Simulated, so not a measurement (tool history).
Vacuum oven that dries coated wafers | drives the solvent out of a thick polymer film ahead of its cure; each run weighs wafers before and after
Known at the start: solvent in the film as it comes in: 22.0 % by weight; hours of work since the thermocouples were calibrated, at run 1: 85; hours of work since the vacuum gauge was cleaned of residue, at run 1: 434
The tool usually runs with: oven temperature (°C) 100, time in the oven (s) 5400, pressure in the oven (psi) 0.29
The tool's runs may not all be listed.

run,hour,oven temperature (°C),time in the oven (s),pressure in the oven (psi),hours of work since the thermocouples were calibrated,hours of work since the vacuum gauge was cleaned of residue,solvent left in the film (%)
1,0,100,5400,0.29,85,434,3.33
2,55.6,100,5400,0.29,129,478,3.32
3,135.2,100,5400,0.29,192,542,3.33
4,216.9,100,5400,0.29,257,607,3.3
5,323.3,100,5400,0.29,342,692,3.28
6,396.7,100,5400,0.245,401,750,2.95
7,475.6,100,5400,0.245,463,813,3
8,526,100,5400,0.245,504,853,2.95
9,580.8,93,5400,0.245,547,897,4.65
10,686.2,93,5400,0.245,631,981,4.67
11,783.6,93,5400,0.245,709,1058,4.71
12,831.4,100,5400,0.27,747,1097,3.16
13,922.5,100,5400,0.29,819,1169,3.32
14,1013.1,100,5400,1.108,892,1241,9.29
15,1074,100,5400,1.108,940,1290,9.25
16,1144.4,100,5400,1.108,996,1346,9.22
17,1233.7,100,5400,0.29,1067,1417,3.3
18,1291.9,100,6300,0.29,1114,1463,2.98
19,1396.3,100,6300,0.29,1197,1547,2.99
20,1471.8,100,2700,0.29,1257,1607,5.8
21,1584.5,100,2700,0.29,1347,1697,5.89
# hour 1615.4: oven's thermocouples calibrated
22,1656,90,5400,0.29,32,1752,6.32
23,1746.7,90,5400,0.29,105,1824,6.26
24,1810.3,90,5460,0.29,155,1875,6.26
25,1876.5,90,5460,0.29,208,1928,6.29
26,1970.7,90,5460,0.29,283,2003,6.27
27,2055.6,100,5400,0.184,351,2070,2.76
28,2137.4,114,8760,0.392,416,2136,2.22
29,2195.1,101,4860,0.544,462,2182,5.36
30,2265.9,111,3840,0.873,518,2238,5.31
31,2351.2,113,8940,0.847,586,2306,4.5
32,2400.7,97,5760,0.847,626,2345,8.42
33,2458.1,99,5400,0.28,671,2391,3.59
# hour 2480.8: vacuum gauge cleaned of residue and calibrated
34,2565.3,110,3540,0.486,756,67,3.23
35,2661.2,110,3540,0.486,832,144,3.22
36,2763.9,114,6180,1.056,914,226,4.93
37,2851.2,114,6180,1.056,983,295,4.97
38,2920.5,106,7740,0.152,1039,350,1.01
39,3007.4,106,7740,0.152,1108,420,1.05
40,3068.1,108,5400,0.271,1156,468,1.74
41,3139.4,108,5400,0.271,1213,525,1.78
42,3193,112,4200,0.2,1256,567,1.3
43,3281.8,94,4140,0.2,1326,638,4.56
# hour 3336.3: oven's thermocouples calibrated
44,3355.4,94,4140,0.2,15,695,5.2
45,3412.2,95,8520,0.29,60,740,3.41
46,3475.4,95,8520,0.29,111,791,3.38

Each row is a separate what-if for the run after 46, all from the same tool condition, not one after another. Results?
A,3573.6,95,7860,0.29,189,869,?
B,3573.6,101,4920,0.29,189,869,?
C,3573.6,90,7740,0.944,189,869,?
D,3573.6,100,3300,0.806,189,869,?
E,3573.6,110,5760,1.143,189,869,?

run,solvent left in the film (%)
A,3.46
B,3.3
C,11.64
D,8.57
E,6.47
Without the tool's unlogged condition, the same runs would have read:
run,solvent left in the film (%)
A,3.2
B,3.11
C,11.38
D,8.41
E,6.34
